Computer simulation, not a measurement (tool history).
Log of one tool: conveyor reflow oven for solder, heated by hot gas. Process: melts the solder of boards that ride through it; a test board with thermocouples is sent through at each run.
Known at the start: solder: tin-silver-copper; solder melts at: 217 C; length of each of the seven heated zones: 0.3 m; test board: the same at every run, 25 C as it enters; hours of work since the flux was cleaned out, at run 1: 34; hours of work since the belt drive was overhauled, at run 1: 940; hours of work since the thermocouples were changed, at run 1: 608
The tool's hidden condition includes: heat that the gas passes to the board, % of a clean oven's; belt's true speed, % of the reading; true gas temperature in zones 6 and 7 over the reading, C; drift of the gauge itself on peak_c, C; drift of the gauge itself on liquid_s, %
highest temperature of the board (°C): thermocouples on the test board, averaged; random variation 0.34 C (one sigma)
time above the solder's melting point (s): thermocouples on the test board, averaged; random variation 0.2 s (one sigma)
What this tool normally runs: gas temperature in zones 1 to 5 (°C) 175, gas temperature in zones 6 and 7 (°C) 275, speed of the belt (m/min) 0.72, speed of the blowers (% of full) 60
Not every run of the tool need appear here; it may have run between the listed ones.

run,hour,gas temperature in zones 1 to 5 (°C),gas temperature in zones 6 and 7 (°C),speed of the belt (m/min),speed of the blowers (% of full),hours of work since the flux was cleaned out,hours of work since the belt drive was overhauled,hours of work since the thermocouples were changed,highest temperature of the board (°C),time above the solder's melting point (s)
1,0,175,275,0.72,60,34,940,608,249.1,34.4
2,24.4,175,275,0.72,87,54,960,628,258.4,40.6
3,43.9,175,275,0.72,76,69,975,643,254.9,38.4
4,68.2,175,275,0.72,76,88,994,662,254.6,38.8
5,101,175,275,0.72,76,114,1020,688,254.8,38.7
6,125.9,175,275,0.72,60,134,1040,708,249,34.1
7,146.5,175,275,0.72,60,150,1056,724,248.6,34.4
8,179.2,175,275,0.72,60,176,1082,750,247.8,34.1
# hour 192.4: flux residue cleaned out of gas plates and filters
9,216.2,175,275,0.72,60,19,1108,775,248.4,34.5
10,242.7,175,275,0.72,60,40,1129,796,249,34.6
11,278.7,175,275,0.72,60,68,1157,825,247.6,34.4
12,304.7,175,275,0.72,60,89,1178,846,247.4,34
13,337.9,175,275,0.72,60,115,1204,872,247.7,34.3
14,375.2,175,275,0.72,60,145,1234,901,247.1,33.9
15,407.7,177,269,0.757,72,170,1259,927,245.6,32.7
# hour 426.4: flux residue cleaned out of gas plates and filters
# hour 440.9: thermocouples of zones 6 and 7 changed
16,440.9,177,269,0.757,72,10,1280,0,248.8,34.1
17,476.4,177,269,0.757,72,38,1308,28,248.9,34.1
18,513.9,173,279,0.849,90,68,1338,58,257.7,33.4
19,537.5,173,279,0.854,90,86,1356,76,257.5,32.9
20,569.2,170,273,0.658,69,111,1382,102,253.8,41.1
21,587.6,170,273,0.658,69,126,1396,116,254.5,40.7
22,626.2,186,267,0.72,60,157,1427,147,246.3,36.3
# hour 661.3: flux residue cleaned out of gas plates and filters
23,661.3,175,275,0.855,71,0,1451,171,247.9,28.6
24,697.5,176,269,0.859,71,29,1479,199,243.1,26.1
25,720.7,161,275,0.672,62,47,1498,218,250.1,35.8
26,740.5,175,275,0.603,81,63,1513,233,262.8,51.2

What if the next run were any one of these 3? Each begins from the tool's condition after run 26:
A,778.1,180,265,0.675,60,92,1543,263,?,?
B,778.1,184,275,0.72,51,92,1543,263,?,?
C,778.1,175,275,0.657,82,92,1543,263,?,?

run,highest temperature of the board (°C),time above the solder's melting point (s)
A,245.2,36.7
B,246.6,35.2
C,259.9,46
Without the tool's hidden state the same runs would have given:
run,highest temperature of the board (°C),time above the solder's melting point (s)
A,245.3,36.3
B,246.6,34.7
C,260.2,45.5
